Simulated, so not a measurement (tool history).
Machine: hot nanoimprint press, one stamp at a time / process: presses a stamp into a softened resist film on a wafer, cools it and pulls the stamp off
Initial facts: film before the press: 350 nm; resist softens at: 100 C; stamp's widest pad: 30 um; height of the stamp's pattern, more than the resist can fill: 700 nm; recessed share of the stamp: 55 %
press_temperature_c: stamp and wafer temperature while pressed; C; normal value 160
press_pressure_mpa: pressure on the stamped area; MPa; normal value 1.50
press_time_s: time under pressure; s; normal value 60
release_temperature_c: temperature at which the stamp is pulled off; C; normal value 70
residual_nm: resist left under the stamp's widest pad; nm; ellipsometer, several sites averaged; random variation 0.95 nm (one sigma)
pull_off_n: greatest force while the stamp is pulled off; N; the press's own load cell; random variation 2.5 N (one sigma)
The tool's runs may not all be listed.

{"run": 1, "hour": 0.0, "press_temperature_c": 160, "press_pressure_mpa": 1.5, "press_time_s": 60, "release_temperature_c": 70, "residual_nm": 147.5, "pull_off_n": 154}
{"hour": 80.9, "done": "plate thermocouple calibrated"}
{"run": 2, "hour": 84.4, "press_temperature_c": 160, "press_pressure_mpa": 1.5, "press_time_s": 104, "release_temperature_c": 70, "residual_nm": 127.9, "pull_off_n": 170}
{"hour": 117.7, "done": "stamp cleaned and given a new release coat"}
{"run": 3, "hour": 135.0, "press_temperature_c": 160, "press_pressure_mpa": 1.5, "press_time_s": 104, "release_temperature_c": 70, "residual_nm": 128.0, "pull_off_n": 154}
{"run": 4, "hour": 195.6, "press_temperature_c": 160, "press_pressure_mpa": 1.5, "press_time_s": 104, "release_temperature_c": 70, "residual_nm": 129.1, "pull_off_n": 159}
{"run": 5, "hour": 273.0, "press_temperature_c": 160, "press_pressure_mpa": 1.5, "press_time_s": 104, "release_temperature_c": 70, "residual_nm": 132.1, "pull_off_n": 169}
{"hour": 351.7, "done": "stamp cleaned and given a new release coat"}
{"run": 6, "hour": 364.0, "press_temperature_c": 160, "press_pressure_mpa": 1.5, "press_time_s": 60, "release_temperature_c": 70, "residual_nm": 163.3, "pull_off_n": 156}
{"run": 7, "hour": 433.3, "press_temperature_c": 160, "press_pressure_mpa": 1.5, "press_time_s": 60, "release_temperature_c": 70, "residual_nm": 165.0, "pull_off_n": 160}
{"hour": 486.6, "done": "plate thermocouple calibrated, once more"}
{"run": 8, "hour": 514.6, "press_temperature_c": 160, "press_pressure_mpa": 1.5, "press_time_s": 60, "release_temperature_c": 70, "residual_nm": 137.8, "pull_off_n": 157}
{"hour": 585.3, "done": "stamp cleaned and given a new release coat"}
{"run": 9, "hour": 600.1, "press_temperature_c": 160, "press_pressure_mpa": 1.5, "press_time_s": 60, "release_temperature_c": 70, "residual_nm": 138.9, "pull_off_n": 142}
{"run": 10, "hour": 663.9, "press_temperature_c": 153, "press_pressure_mpa": 1.5, "press_time_s": 60, "release_temperature_c": 70, "residual_nm": 203.3, "pull_off_n": 152}
{"run": 11, "hour": 740.0, "press_temperature_c": 153, "press_pressure_mpa": 1.5, "press_time_s": 60, "release_temperature_c": 70, "residual_nm": 203.3, "pull_off_n": 156}
{"hour": 819.4, "done": "stamp cleaned and given a new release coat"}
{"run": 12, "hour": 827.3, "press_temperature_c": 160, "press_pressure_mpa": 1.5, "press_time_s": 60, "release_temperature_c": 70, "residual_nm": 142.2, "pull_off_n": 146}
{"hour": 840.5, "done": "press's hydraulic seals changed and the load cell set to zero"}
{"run": 13, "hour": 926.6, "press_temperature_c": 160, "press_pressure_mpa": 1.5, "press_time_s": 61, "release_temperature_c": 70, "residual_nm": 140.1, "pull_off_n": 155}
{"run": 14, "hour": 1022.9, "press_temperature_c": 160, "press_pressure_mpa": 1.5, "press_time_s": 60, "release_temperature_c": 70, "residual_nm": 144.1, "pull_off_n": 165}
{"hour": 1059.2, "done": "stamp cleaned and given a new release coat"}
{"run": 15, "hour": 1115.9, "press_temperature_c": 160, "press_pressure_mpa": 1.5, "press_time_s": 60, "release_temperature_c": 70, "residual_nm": 143.9, "pull_off_n": 155}
{"run": 16, "hour": 1193.1, "press_temperature_c": 160, "press_pressure_mpa": 1.5, "press_time_s": 60, "release_temperature_c": 64, "residual_nm": 147.2, "pull_off_n": 181}
{"run": 17, "hour": 1243.7, "press_temperature_c": 160, "press_pressure_mpa": 1.5, "press_time_s": 60, "release_temperature_c": 64, "residual_nm": 149.6, "pull_off_n": 194}
{"hour": 1289.2, "done": "stamp cleaned and given a new release coat"}
{"hour": 1323.7, "done": "plate thermocouple calibrated"}
{"run": 18, "hour": 1348.0, "press_temperature_c": 150, "press_pressure_mpa": 1.11, "press_time_s": 45, "release_temperature_c": 74, "residual_nm": 264.5, "pull_off_n": 124}
{"run": 19, "hour": 1442.1, "press_temperature_c": 166, "press_pressure_mpa": 1.11, "press_time_s": 38, "release_temperature_c": 74, "residual_nm": 136.3, "pull_off_n": 139}
{"run": 20, "hour": 1492.4, "press_temperature_c": 166, "press_pressure_mpa": 1.11, "press_time_s": 38, "release_temperature_c": 74, "residual_nm": 137.7, "pull_off_n": 146}
{"hour": 1520.6, "done": "stamp cleaned and given a new release coat"}
{"run": 21, "hour": 1582.2, "press_temperature_c": 159, "press_pressure_mpa": 1.11, "press_time_s": 100, "release_temperature_c": 74, "residual_nm": 136.5, "pull_off_n": 133}
{"run": 22, "hour": 1630.5, "press_temperature_c": 166, "press_pressure_mpa": 1.5, "press_time_s": 60, "release_temperature_c": 70, "residual_nm": 99.6, "pull_off_n": 153}
{"run": 23, "hour": 1687.4, "press_temperature_c": 160, "press_pressure_mpa": 1.5, "press_time_s": 45, "release_temperature_c": 59, "residual_nm": 155.9, "pull_off_n": 206}
{"run": 24, "hour": 1732.7, "press_temperature_c": 160, "press_pressure_mpa": 1.1, "press_time_s": 89, "release_temperature_c": 59, "residual_nm": 139.9, "pull_off_n": 211}
{"hour": 1747.2, "done": "stamp cleaned and given a new release coat"}
{"run": 25, "hour": 1814.0, "press_temperature_c": 160, "press_pressure_mpa": 1.1, "press_time_s": 89, "release_temperature_c": 59, "residual_nm": 141.1, "pull_off_n": 192}
{"run": 26, "hour": 1883.1, "press_temperature_c": 160, "press_pressure_mpa": 1.25, "press_time_s": 95, "release_temperature_c": 59, "residual_nm": 131.6, "pull_off_n": 198}
{"run": 27, "hour": 1954.7, "press_temperature_c": 160, "press_pressure_mpa": 1.25, "press_time_s": 95, "release_temperature_c": 59, "residual_nm": 132.0, "pull_off_n": 216}
{"hour": 1981.9, "done": "stamp cleaned and given a new release coat"}
{"run": 28, "hour": 2038.6, "press_temperature_c": 158, "press_pressure_mpa": 1.36, "press_time_s": 95, "release_temperature_c": 63, "residual_nm": 144.0, "pull_off_n": 183}

3 options for the next run, each taken on its own from the tool as it stands now. Forecast them:
{"run": "A", "hour": 2086.6, "press_temperature_c": 158, "press_pressure_mpa": 1.36, "press_time_s": 64, "release_temperature_c": 63, "residual_nm": "?", "pull_off_n": "?"}
{"run": "B", "hour": 2086.6, "press_temperature_c": 164, "press_pressure_mpa": 0.93, "press_time_s": 95, "release_temperature_c": 76, "residual_nm": "?", "pull_off_n": "?"}
{"run": "C", "hour": 2086.6, "press_temperature_c": 158, "press_pressure_mpa": 1.45, "press_time_s": 95, "release_temperature_c": 63, "residual_nm": "?", "pull_off_n": "?"}

run=A residual_nm=166.1 pull_off_n=188
run=B residual_nm=124.2 pull_off_n=130
run=C residual_nm=140.6 pull_off_n=187
Without the tool's hidden state the same runs would have given:
run=A residual_nm=152.1 pull_off_n=170
run=B residual_nm=114.0 pull_off_n=116
run=C residual_nm=127.9 pull_off_n=170
